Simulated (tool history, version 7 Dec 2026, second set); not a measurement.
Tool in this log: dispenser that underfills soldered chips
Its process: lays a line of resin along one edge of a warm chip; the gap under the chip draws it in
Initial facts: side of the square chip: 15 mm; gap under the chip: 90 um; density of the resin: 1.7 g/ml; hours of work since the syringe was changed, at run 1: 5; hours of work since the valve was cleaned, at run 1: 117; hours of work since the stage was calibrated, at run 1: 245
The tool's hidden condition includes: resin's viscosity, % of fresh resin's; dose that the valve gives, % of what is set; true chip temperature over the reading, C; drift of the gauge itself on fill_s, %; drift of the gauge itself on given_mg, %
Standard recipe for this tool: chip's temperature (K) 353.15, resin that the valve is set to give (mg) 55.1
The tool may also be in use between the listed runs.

run,day,chip's temperature (K),resin that the valve is set to give (mg),hours of work since the syringe was changed,hours of work since the valve was cleaned,hours of work since the stage was calibrated,time until the resin shows at the far edge (s),resin that the valve gave (mg)
1,0.000,353.15,55.1,5,117,245,129.1,52.71
# day 0.162: dispensing valve cleaned and set on the balance
# day 0.254: new syringe of resin
2,0.417,353.15,55.1,3,4,250,109.5,54.76
3,0.612,353.15,55.1,6,7,253,131.5,55.10
# day 0.775: new syringe of resin
4,0.946,353.15,55.1,3,12,258,111.8,54.99
5,1.142,353.15,55.1,6,15,261,134.9,54.58
# day 1.304: new syringe of resin
6,1.446,353.15,55.1,2,20,266,109.6,54.67
7,1.654,353.15,55.1,6,23,269,132.6,54.72
# day 1.821: new syringe of resin
8,2.042,353.15,55.1,3,29,275,118.3,55.23
9,2.229,358.15,70.8,6,32,278,114.4,70.22
# day 2.338: new syringe of resin
10,2.679,358.15,70.8,5,38,285,103.9,70.04
# day 2.846: new syringe of resin
11,2.888,358.15,70.8,1,41,288,78.3,69.88
12,3.142,358.15,70.8,5,45,292,100.8,69.46
# day 3.350: new syringe of resin
13,3.496,338.15,60.1,2,51,297,214.1,59.20
14,3.783,338.15,60.1,7,55,302,284.5,58.93
# day 3.875: new syringe of resin
15,4.108,354.15,65.2,4,60,307,115.1,64.07
16,4.338,361.15,56.7,7,64,310,103.8,55.62

Consider 3 possible next runs. They are alternatives, not a sequence: every one starts from the tool as it was left by run 16. What does each give?
# day 4.396: new syringe of resin
A,4.792,359.15,51.2,6,71,317,?,?
# day 4.396: new syringe of resin
B,4.792,355.15,57.5,6,71,317,?,?
# day 4.396: new syringe of resin
C,4.792,357.15,55.1,6,71,317,?,?

run,time until the resin shows at the far edge (s),resin that the valve gave (mg)
A,107.6,49.85
B,127.5,56.21
C,115.9,53.75
Without the tool's hidden state the same runs would have given:
run,time until the resin shows at the far edge (s),resin that the valve gave (mg)
A,76.8,51.06
B,91.3,57.57
C,82.9,55.06
